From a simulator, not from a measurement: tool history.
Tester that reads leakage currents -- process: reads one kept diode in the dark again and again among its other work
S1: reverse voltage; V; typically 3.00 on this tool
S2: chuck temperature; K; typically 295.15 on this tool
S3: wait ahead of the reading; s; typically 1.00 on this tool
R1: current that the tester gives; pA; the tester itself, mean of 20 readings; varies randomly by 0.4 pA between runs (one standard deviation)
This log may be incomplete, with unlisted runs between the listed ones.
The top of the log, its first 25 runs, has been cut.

Run 26, hour 826.7: usual settings but S1 14.15 V, S2 325.15 K. Result: R1 2260.28 pA.
Run 27, hour 846.4: usual settings but S1 14.15 V, S2 325.15 K. Result: R1 2251.08 pA.
Run 28, hour 875.5: usual settings but S1 6.01 V, S2 299.15 K, S3 2.57 s. Result: R1 230.28 pA.
Run 29, hour 917.5: usual settings but S1 6.01 V, S2 299.15 K, S3 2.57 s. Result: R1 229.72 pA.
Run 30, hour 955.3: usual settings but S1 6.01 V, S2 299.15 K, S3 2.57 s. Result: R1 229.35 pA.
Run 31, hour 999.4: usual settings but S2 294.15 K, S3 0.56 s. Result: R1 120.18 pA.
Run 32, hour 1038.1: usual settings but S2 294.15 K, S3 0.56 s. Result: R1 121.27 pA.
Run 33, hour 1058.5: usual settings but S2 301.15 K. Result: R1 218.95 pA.
Run 34, hour 1081.3: usual settings but S1 5.05 V, S3 0.82 s. Result: R1 155.77 pA.
Run 35, hour 1124.5: usual settings but S3 4.24 s. Result: R1 131.71 pA.
Run 36, hour 1153.2: usual settings but S3 4.24 s. Result: R1 132.13 pA.
Run 37, hour 1176.1: usual settings but S1 5.63 V, S2 296.15 K, S3 6.90 s. Result: R1 175.36 pA.
Run 38, hour 1200.9: usual settings but S1 9.12 V. Result: R1 187.98 pA.
Run 39, hour 1222.1: usual settings but S1 9.12 V. Result: R1 188.87 pA.

Each row is a separate what-if for the run after 39, all from the same tool condition, not one after another. Results?
Run A, hour 1259.0: usual settings but S1 1.55 V, S3 0.61 s. Result: R1 ?.
Run B, hour 1259.0: usual settings but S2 331.15 K, S3 1.66 s. Result: R1 ?.
Run C, hour 1259.0: usual settings but S3 2.31 s. Result: R1 ?.

run       R1
  A   107.14
  B  2081.50
  C   131.88
The same runs, with their run-to-run variation unchanged, on a tool lacking any hidden condition would have given:
run       R1
  A   107.18
  B  2082.73
  C   131.90

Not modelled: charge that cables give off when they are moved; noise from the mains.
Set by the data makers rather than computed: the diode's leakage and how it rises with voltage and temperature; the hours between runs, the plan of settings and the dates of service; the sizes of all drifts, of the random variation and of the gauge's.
